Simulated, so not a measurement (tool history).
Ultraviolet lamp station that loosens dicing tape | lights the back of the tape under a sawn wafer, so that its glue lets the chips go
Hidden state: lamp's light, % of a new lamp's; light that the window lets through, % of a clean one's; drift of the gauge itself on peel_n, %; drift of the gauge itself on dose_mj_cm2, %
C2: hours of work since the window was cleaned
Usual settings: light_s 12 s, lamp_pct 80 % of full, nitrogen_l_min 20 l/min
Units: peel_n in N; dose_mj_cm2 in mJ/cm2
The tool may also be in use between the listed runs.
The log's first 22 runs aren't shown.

run 23 hour=332.4 | light_s=8 lamp_pct=80 nitrogen_l_min=12 | hours_of_work_of_the_lamp=307 C2=138 | peel_n=0.890 dose_mj_cm2=335
run 24 hour=346.1 | light_s=8 lamp_pct=80 nitrogen_l_min=12 | hours_of_work_of_the_lamp=314 C2=145 | peel_n=0.942 dose_mj_cm2=338
run 25 hour=359.8 | light_s=24 lamp_pct=83 nitrogen_l_min=6 | hours_of_work_of_the_lamp=321 C2=152 | peel_n=0.326 dose_mj_cm2=1052
run 26 hour=380.5 | light_s=16 lamp_pct=91 nitrogen_l_min=31 | hours_of_work_of_the_lamp=332 C2=163 | peel_n=0.252 dose_mj_cm2=760
run 27 hour=402.4 | light_s=22 lamp_pct=86 nitrogen_l_min=7 | hours_of_work_of_the_lamp=344 C2=175 | peel_n=0.315 dose_mj_cm2=981
run 28 hour=419.4 | light_s=15 lamp_pct=72 nitrogen_l_min=12 | hours_of_work_of_the_lamp=353 C2=184 | peel_n=0.516 dose_mj_cm2=561
run 29 hour=429.3 | light_s=10 lamp_pct=72 nitrogen_l_min=6 | hours_of_work_of_the_lamp=358 C2=189 | peel_n=1.133 dose_mj_cm2=369
run 30 hour=443.8 | light_s=10 lamp_pct=88 nitrogen_l_min=18 | hours_of_work_of_the_lamp=365 C2=196 | peel_n=0.544 dose_mj_cm2=450
run 31 hour=464.9 | light_s=10 lamp_pct=88 nitrogen_l_min=18 | hours_of_work_of_the_lamp=376 C2=208 | peel_n=0.553 dose_mj_cm2=447
run 32 hour=486.3 | light_s=10 lamp_pct=88 nitrogen_l_min=18 | hours_of_work_of_the_lamp=388 C2=219 | peel_n=0.568 dose_mj_cm2=443
run 33 hour=498.6 | light_s=10 lamp_pct=88 nitrogen_l_min=18 | hours_of_work_of_the_lamp=394 C2=225 | peel_n=0.547 dose_mj_cm2=444
run 34 hour=515.6 | light_s=16 lamp_pct=88 nitrogen_l_min=15 | hours_of_work_of_the_lamp=403 C2=234 | peel_n=0.342 dose_mj_cm2=708
run 35 hour=526.9 | light_s=12 lamp_pct=72 nitrogen_l_min=20 | hours_of_work_of_the_lamp=409 C2=240 | peel_n=0.562 dose_mj_cm2=441
run 36 hour=546.5 | light_s=19 lamp_pct=81 nitrogen_l_min=38 | hours_of_work_of_the_lamp=419 C2=251 | peel_n=0.242 dose_mj_cm2=775
run 37 hour=558.8 | light_s=9 lamp_pct=70 nitrogen_l_min=38 | hours_of_work_of_the_lamp=426 C2=257 | peel_n=0.674 dose_mj_cm2=316
run 38 hour=577.8 | light_s=9 lamp_pct=70 nitrogen_l_min=24 | hours_of_work_of_the_lamp=436 C2=267 | peel_n=0.776 dose_mj_cm2=312
run 39 hour=596.9 | light_s=12 lamp_pct=80 nitrogen_l_min=13 | hours_of_work_of_the_lamp=446 C2=277 | peel_n=0.607 dose_mj_cm2=471
run 40 hour=618.6 | light_s=23 lamp_pct=80 nitrogen_l_min=7 | hours_of_work_of_the_lamp=457 C2=289 | peel_n=0.356 dose_mj_cm2=912
run 41 hour=636.3 | light_s=10 lamp_pct=72 nitrogen_l_min=11 | hours_of_work_of_the_lamp=467 C2=298 | peel_n=0.938 dose_mj_cm2=352
run 42 hour=650.6 | light_s=20 lamp_pct=72 nitrogen_l_min=15 | hours_of_work_of_the_lamp=474 C2=305 | peel_n=0.345 dose_mj_cm2=702
run 43 hour=663.4 | light_s=10 lamp_pct=81 nitrogen_l_min=19 | hours_of_work_of_the_lamp=481 C2=312 | peel_n=0.674 dose_mj_cm2=394

Forecast each of these 4 alternatives for the next run:
run A hour=684.0 | light_s=18 lamp_pct=63 nitrogen_l_min=19 | hours_of_work_of_the_lamp=492 C2=323 | peel_n=? dose_mj_cm2=?
run B hour=684.0 | light_s=10 lamp_pct=81 nitrogen_l_min=32 | hours_of_work_of_the_lamp=492 C2=323 | peel_n=? dose_mj_cm2=?
run C hour=684.0 | light_s=8 lamp_pct=98 nitrogen_l_min=22 | hours_of_work_of_the_lamp=492 C2=323 | peel_n=? dose_mj_cm2=?
run D hour=684.0 | light_s=7 lamp_pct=62 nitrogen_l_min=9 | hours_of_work_of_the_lamp=492 C2=323 | peel_n=? dose_mj_cm2=?

run=A peel_n=0.406 dose_mj_cm2=546
run=B peel_n=0.551 dose_mj_cm2=393
run=C peel_n=0.658 dose_mj_cm2=384
run=D peel_n=1.539 dose_mj_cm2=209
Without the tool's hidden state the same runs would have given:
run=A peel_n=0.317 dose_mj_cm2=668
run=B peel_n=0.420 dose_mj_cm2=480
run=C peel_n=0.504 dose_mj_cm2=470
run=D peel_n=1.328 dose_mj_cm2=257
